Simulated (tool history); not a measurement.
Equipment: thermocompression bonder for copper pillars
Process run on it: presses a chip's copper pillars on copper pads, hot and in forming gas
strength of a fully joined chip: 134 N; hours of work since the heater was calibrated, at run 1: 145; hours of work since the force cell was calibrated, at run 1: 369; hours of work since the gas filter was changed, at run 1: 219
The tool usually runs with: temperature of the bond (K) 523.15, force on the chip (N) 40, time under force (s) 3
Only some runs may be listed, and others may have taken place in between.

run,hour,temperature of the bond (K),force on the chip (N),time under force (s),hours of work since the heater was calibrated,hours of work since the force cell was calibrated,hours of work since the gas filter was changed,force that shears a chip off (N)
1,0,523.15,40,3,145,369,219,47.3
# hour 3.4: forming gas filter changed
2,6.8,523.15,40,3,148,372,2,51.9
3,14.2,523.15,40,3,152,375,5,52.8
4,19.7,523.15,40,3,155,378,8,52.8
5,31.5,523.15,40,3,160,384,14,52.4
6,38.7,523.15,40,3,164,388,18,52.3
7,48.1,523.15,33,2,169,392,22,35.2
8,54.4,502.15,60,2,172,396,26,51.7
9,66,502.15,60,2,178,401,31,50.4
10,73,502.15,60,2,181,405,35,50.3

Forecast run 11:
11,78.1,502.15,60,2,184,407,37,?

force that shears a chip off (N): 50.5
With the hidden condition absent and the run-to-run variation left alone, this run would have shown force that shears a chip off (N) 53.1.
